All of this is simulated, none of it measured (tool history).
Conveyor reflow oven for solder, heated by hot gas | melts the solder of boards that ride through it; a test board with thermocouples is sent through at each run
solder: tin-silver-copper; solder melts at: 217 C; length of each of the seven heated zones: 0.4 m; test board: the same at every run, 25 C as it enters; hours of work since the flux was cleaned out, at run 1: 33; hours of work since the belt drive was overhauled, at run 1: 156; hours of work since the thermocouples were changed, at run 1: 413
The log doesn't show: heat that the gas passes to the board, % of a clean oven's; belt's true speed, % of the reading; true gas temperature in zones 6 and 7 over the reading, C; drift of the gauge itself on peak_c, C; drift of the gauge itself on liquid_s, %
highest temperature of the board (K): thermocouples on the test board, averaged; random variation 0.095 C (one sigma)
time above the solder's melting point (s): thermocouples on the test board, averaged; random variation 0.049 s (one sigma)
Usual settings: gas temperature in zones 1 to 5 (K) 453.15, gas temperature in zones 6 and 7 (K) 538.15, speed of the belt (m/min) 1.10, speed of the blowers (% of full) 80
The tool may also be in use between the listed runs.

| run | hour | gas temperature in zones 1 to 5 (K) | gas temperature in zones 6 and 7 (K) | speed of the belt (m/min) | speed of the blowers (% of full) | hours of work since the flux was cleaned out | hours of work since the belt drive was overhauled | hours of work since the thermocouples were changed | highest temperature of the board (K) | time above the solder's melting point (s) |
|---|---|---|---|---|---|---|---|---|---|---|
| 1 | 0.0 | 453.15 | 538.15 | 1.10 | 80 | 33 | 156 | 413 | 519.05 | 30.40 |
| 2 | 15.0 | 453.15 | 538.15 | 1.10 | 51 | 40 | 164 | 421 | 511.82 | 24.82 |
| 3 | 44.4 | 453.15 | 538.15 | 1.10 | 51 | 55 | 179 | 436 | 511.75 | 24.78 |
| 4 | 71.0 | 453.15 | 538.15 | 1.10 | 80 | 68 | 192 | 449 | 518.82 | 30.22 |
| 5 | 97.8 | 453.15 | 538.15 | 1.10 | 80 | 82 | 206 | 463 | 518.66 | 30.27 |
| 6 | 116.1 | 451.15 | 538.15 | 1.10 | 80 | 91 | 215 | 472 | 518.12 | 29.50 |
| 7 | 137.2 | 451.15 | 538.15 | 1.10 | 80 | 102 | 225 | 482 | 518.16 | 29.66 |
| 8 | 157.0 | 453.15 | 538.15 | 1.10 | 80 | 112 | 235 | 492 | 518.62 | 30.20 |
| 9 | 169.5 | 453.15 | 538.15 | 1.10 | 80 | 118 | 242 | 499 | 518.42 | 30.27 |
| 10 | 187.5 | 453.15 | 538.15 | 1.10 | 80 | 127 | 251 | 508 | 518.35 | 30.13 |
| 11 | 214.4 | 453.15 | 538.15 | 1.10 | 80 | 140 | 264 | 521 | 518.38 | 30.15 |
| 12 | 233.8 | 453.15 | 538.15 | 1.10 | 80 | 150 | 274 | 531 | 518.36 | 30.07 |
| 13 | 246.5 | 453.15 | 538.15 | 1.10 | 80 | 157 | 281 | 537 | 518.33 | 30.04 |
| 14 | 270.9 | 453.15 | 538.15 | 1.10 | 80 | 169 | 293 | 550 | 518.18 | 30.03 |
| 15 | 286.0 | 453.15 | 531.15 | 1.13 | 85 | 177 | 300 | 557 | 512.51 | 26.11 |
| 16 | 303.0 | 468.15 | 531.15 | 1.13 | 85 | 185 | 309 | 566 | 515.87 | 32.27 |
| 17 | 322.1 | 453.15 | 539.15 | 1.01 | 67 | 195 | 319 | 576 | 519.35 | 33.30 |
|  | 347.1 | flux residue cleaned out of gas plates and filters |
| 18 | 353.2 | 451.15 | 549.15 | 1.10 | 81 | 3 | 332 | 589 | 527.83 | 33.89 |
| 19 | 378.7 | 453.15 | 538.15 | 1.10 | 53 | 16 | 345 | 602 | 512.57 | 25.43 |
| 20 | 407.3 | 453.15 | 539.15 | 1.02 | 81 | 30 | 359 | 616 | 522.11 | 35.04 |
| 21 | 420.2 | 453.15 | 538.15 | 1.10 | 59 | 37 | 365 | 622 | 514.07 | 26.88 |
| 22 | 437.8 | 462.15 | 553.15 | 1.12 | 80 | 46 | 374 | 631 | 532.25 | 37.34 |
| 23 | 455.3 | 442.15 | 541.15 | 1.17 | 59 | 54 | 383 | 640 | 510.88 | 20.78 |

Forecast each of these 5 alternatives for the next run:
| A | 485.4 | 442.15 | 541.15 | 1.17 | 59 | 70 | 398 | 655 | ? | ? |
| B | 485.4 | 449.15 | 528.15 | 1.03 | 59 | 70 | 398 | 655 | ? | ? |
| C | 485.4 | 453.15 | 538.15 | 1.24 | 80 | 70 | 398 | 655 | ? | ? |
| D | 485.4 | 468.15 | 541.15 | 0.93 | 59 | 70 | 398 | 655 | ? | ? |
| E | 485.4 | 466.15 | 538.15 | 1.06 | 74 | 70 | 398 | 655 | ? | ? |

| run | highest temperature of the board (K) | time above the solder's melting point (s) |
|---|---|---|
| A | 510.92 | 20.65 |
| B | 507.42 | 23.53 |
| C | 514.43 | 24.04 |
| D | 525.25 | 44.47 |
| E | 521.40 | 36.57 |
Without the tool's hidden state the same runs would have given:
| run | highest temperature of the board (K) | time above the solder's melting point (s) |
|---|---|---|
| A | 511.98 | 21.19 |
| B | 508.50 | 24.25 |
| C | 515.56 | 24.49 |
| D | 526.37 | 44.65 |
| E | 522.54 | 36.84 |
